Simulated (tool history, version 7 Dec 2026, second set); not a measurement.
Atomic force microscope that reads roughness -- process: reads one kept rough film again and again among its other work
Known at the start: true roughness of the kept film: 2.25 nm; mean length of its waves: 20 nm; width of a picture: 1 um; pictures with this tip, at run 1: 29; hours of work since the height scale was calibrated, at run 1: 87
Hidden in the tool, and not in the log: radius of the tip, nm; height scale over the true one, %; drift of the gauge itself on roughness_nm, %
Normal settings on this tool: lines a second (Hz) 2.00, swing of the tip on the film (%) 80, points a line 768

run   hour  lines a second (Hz)  swing of the tip on the film (%)  points a line  pictures with this tip  hours of work since the height scale was calibrated  roughness of the kept film (nm (root mean square))
  1    0.0                 2.00                                80            768                      29                                                   87                                               1.725
  2   13.9                 2.00                                80            768                      55                                                   97                                               1.709
  3   39.8                 2.00                                80            768                     102                                                  116                                               1.646
  4   53.3                 2.00                                80            347                     127                                                  126                                               1.590
  5   69.2                 2.00                                80            347                     156                                                  137                                               1.558
  6   87.1                 2.00                                80            347                     188                                                  150                                               1.530
  7  107.2                 2.00                                80            347                     225                                                  165                                               1.492
  8  128.3                 2.00                                80            768                     263                                                  180                                               1.469
     150.2  -- new tip fitted
  9  154.7                 2.00                                80            768                       8                                                  199                                               1.764
 10  173.1                 2.00                                80            768                      41                                                  212                                               1.706
 11  193.0                 2.00                                80            768                      78                                                  227                                               1.655
 12  221.0                 2.00                                62            274                     129                                                  247                                               1.672
 13  244.4                 3.73                                83            981                     171                                                  264                                               1.363
 14  259.1                 0.75                                76            492                     198                                                  274                                               1.644
 15  274.3                 0.75                                76            492                     226                                                  286                                               1.632
 16  298.6                 0.83                                80            290                     270                                                  303                                               1.524
     316.6  -- new tip fitted
 17  319.6                 0.83                                80            290                       6                                                  318                                               1.833
 18  336.0                 2.23                                60            463                      36                                                  330                                               1.828
 19  360.2                 3.31                                80            768                      80                                                  348                                               1.527
 20  384.1                 1.04                                66            682                     123                                                  365                                               1.766
 21  397.1                 1.26                                62            510                     147                                                  374                                               1.709
 22  411.1                 3.53                                68            320                     173                                                  384                                               1.536

Each row is a separate what-if for the run after 22, all from the same tool condition, not one after another. Results?
  A  432.6                 2.00                                80            368                     212                                                  400                                                   ?
  B  432.6                 3.65                                56            344                     212                                                  400                                                   ?
  C  432.6                 0.97                                77            746                     212                                                  400                                                   ?

run  roughness of the kept film (nm (root mean square))
  A                                               1.485
  B                                               1.576
  C                                               1.627
With the hidden condition removed and each run's random variation left untouched, the same runs would have given:
run  roughness of the kept film (nm (root mean square))
  A                                               1.751
  B                                               1.859
  C                                               1.918

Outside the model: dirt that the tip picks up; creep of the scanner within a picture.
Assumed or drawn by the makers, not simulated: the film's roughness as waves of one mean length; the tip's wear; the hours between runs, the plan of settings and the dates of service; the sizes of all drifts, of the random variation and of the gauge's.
